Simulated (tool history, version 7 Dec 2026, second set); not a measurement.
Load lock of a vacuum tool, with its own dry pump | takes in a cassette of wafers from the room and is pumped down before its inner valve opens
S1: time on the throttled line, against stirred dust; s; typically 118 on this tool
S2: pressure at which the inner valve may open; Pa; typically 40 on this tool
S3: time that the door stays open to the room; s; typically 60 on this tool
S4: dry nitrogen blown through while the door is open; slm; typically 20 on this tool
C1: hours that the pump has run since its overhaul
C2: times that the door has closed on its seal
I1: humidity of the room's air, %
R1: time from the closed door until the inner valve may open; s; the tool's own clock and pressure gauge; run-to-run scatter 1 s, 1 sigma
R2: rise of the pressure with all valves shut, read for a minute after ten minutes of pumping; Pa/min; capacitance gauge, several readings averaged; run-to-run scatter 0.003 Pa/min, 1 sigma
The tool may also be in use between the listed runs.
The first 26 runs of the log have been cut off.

{"run": 27, "day": 187.308, "S1": 118, "S2": 40, "S3": 28, "S4": 20, "C1": 10239, "C2": 3208, "I1": 45.8, "R1": 170.2, "R2": 0.015}
{"run": 28, "day": 196.442, "S1": 118, "S2": 40, "S3": 212, "S4": 11, "C1": 10459, "C2": 3945, "I1": 47.8, "R1": 172.9, "R2": 0.048}
{"run": 29, "day": 204.217, "S1": 118, "S2": 34, "S3": 60, "S4": 14, "C1": 10645, "C2": 4573, "I1": 46.3, "R1": 170.2, "R2": 0.018}
{"run": 30, "day": 212.904, "S1": 102, "S2": 40, "S3": 41, "S4": 10, "C1": 10854, "C2": 5274, "I1": 48.2, "R1": 158.2, "R2": 0.026}
{"run": 31, "day": 217.942, "S1": 97, "S2": 55, "S3": 28, "S4": 20, "C1": 10975, "C2": 5681, "I1": 45.2, "R1": 152.9, "R2": 0.018}
{"run": 32, "day": 224.342, "S1": 204, "S2": 55, "S3": 105, "S4": 5, "C1": 11128, "C2": 6198, "I1": 46.0, "R1": 242.3, "R2": 0.038}
{"run": 33, "day": 231.071, "S1": 204, "S2": 55, "S3": 105, "S4": 5, "C1": 11290, "C2": 6741, "I1": 44.5, "R1": 242.1, "R2": 0.032}
{"run": 34, "day": 236.288, "S1": 204, "S2": 55, "S3": 105, "S4": 5, "C1": 11415, "C2": 7163, "I1": 46.3, "R1": 244.4, "R2": 0.04}
{"run": 35, "day": 244.504, "S1": 204, "S2": 55, "S3": 105, "S4": 8, "C1": 11612, "C2": 7826, "I1": 46.3, "R1": 243.2, "R2": 0.035}
{"run": 36, "day": 249.196, "S1": 118, "S2": 61, "S3": 162, "S4": 8, "C1": 11725, "C2": 8205, "I1": 45.6, "R1": 168.1, "R2": 0.044}
{"run": 37, "day": 254.462, "S1": 118, "S2": 61, "S3": 162, "S4": 8, "C1": 11851, "C2": 8630, "I1": 43.9, "R1": 166.8, "R2": 0.048}

Alternative continuations, all from the tool just after run 37; predict every row:
{"run": "A", "day": 259.088, "S1": 118, "S2": 61, "S3": 162, "S4": 5, "C1": 11962, "C2": 9003, "I1": 45.9, "R1": "?", "R2": "?"}
{"run": "B", "day": 259.088, "S1": 174, "S2": 40, "S3": 147, "S4": 20, "C1": 11962, "C2": 9003, "I1": 44.3, "R1": "?", "R2": "?"}
{"run": "C", "day": 259.088, "S1": 118, "S2": 40, "S3": 137, "S4": 20, "C1": 11962, "C2": 9003, "I1": 42.9, "R1": "?", "R2": "?"}

run=A R1=168.2 R2=0.050
run=B R1=218.7 R2=0.041
run=C R1=172.7 R2=0.035
Take away the tool's hidden state, keep each run's random variation, and the runs would have read:
run=A R1=157.6 R2=0.036
run=B R1=209.0 R2=0.026
run=C R1=161.2 R2=0.021
